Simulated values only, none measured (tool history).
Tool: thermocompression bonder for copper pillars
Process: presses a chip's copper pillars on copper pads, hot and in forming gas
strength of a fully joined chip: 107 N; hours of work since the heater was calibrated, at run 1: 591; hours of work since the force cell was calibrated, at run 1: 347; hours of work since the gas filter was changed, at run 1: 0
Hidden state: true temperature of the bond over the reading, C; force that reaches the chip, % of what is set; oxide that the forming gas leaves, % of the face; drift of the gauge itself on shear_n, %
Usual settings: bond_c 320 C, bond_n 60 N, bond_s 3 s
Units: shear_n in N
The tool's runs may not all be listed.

run     day  bond_c  bond_n  bond_s  hours of work since the heater was calibrated  hours of work since the force cell was calibrated  hours of work since the gas filter was changed  shear_n
  1       0     320      60       3                                            591                                                347                                               0     46.5
  2   1.308     320      60       3                                            613                                                368                                              22     43.5
  3   2.942     320      60       3                                            640                                                396                                              49     42.1
  4   4.842     320      41       3                                            672                                                427                                              81     28.1
  5   6.783     320      41       3                                            704                                                460                                             113     27.5
      7.371  -- forming gas filter changed
  6   8.567     320      60       3                                            733                                                489                                              20     43.8
  7   10.45     320      60       3                                            765                                                521                                              51     42.8
  8  12.362     320      60       3                                            797                                                553                                              83     41.5
  9  13.988     320      60       3                                            824                                                580                                             110     39.4
     14.221  -- force cell calibrated
     14.925  -- forming gas filter changed
 10  15.346     320      60       3                                            845                                                 18                                               7     45.2
 11  16.404     320      60       3                                            863                                                 36                                              25     44.8
 12  17.579     337      60       3                                            882                                                 56                                              44     51.5
     18.225  -- force cell calibrated, once more
 13  18.638     345      60       3                                            899                                                  7                                              61     51.1
     19.246  -- heater calibrated with a thermocouple chip
 14  20.021     294      54       3                                             13                                                 29                                              83     29.4
 15  21.267     320      76       3                                             34                                                 49                                             103     52.2
     22.529  -- forming gas filter changed
 16  22.825     320      76       3                                             59                                                 75                                               5     56.5
 17  24.729     320      76       3                                             91                                                107                                              37     54.3
 18  26.625     320      76       3                                            123                                                138                                              68     51.7
 19  28.583     320      76       3                                            155                                                171                                             101     50.2
     30.033  -- forming gas filter changed
 20   30.35     297      36       9                                            185                                                200                                               5     32.7
 21  31.346     321      58       7                                            201                                                217                                              22     59.1
 22  33.217     321      58       7                                            232                                                248                                              53     58.7
 23  34.754     344      61       4                                            258                                                274                                              79     59.2
 24  35.971     344      61       4                                            278                                                294                                              99     55.9

Forecast each of these 4 alternatives for the next run:
      37.45  -- forming gas filter changed
  A  37.854     300      37       6                                            309                                                325                                               7        ?
      37.45  -- forming gas filter changed
  B  37.854     308      83       3                                            309                                                325                                               7        ?
      37.45  -- forming gas filter changed
  C  37.854     320      46       3                                            309                                                325                                               7        ?
      37.45  -- forming gas filter changed
  D  37.854     344      71       4                                            309                                                325                                               7        ?

run  shear_n
  A     30.3
  B     54.6
  C     35.2
  D     70.1
Without the tool's hidden state the same runs would have given:
run  shear_n
  A     30.6
  B     55.2
  C     35.5
  D     70.6
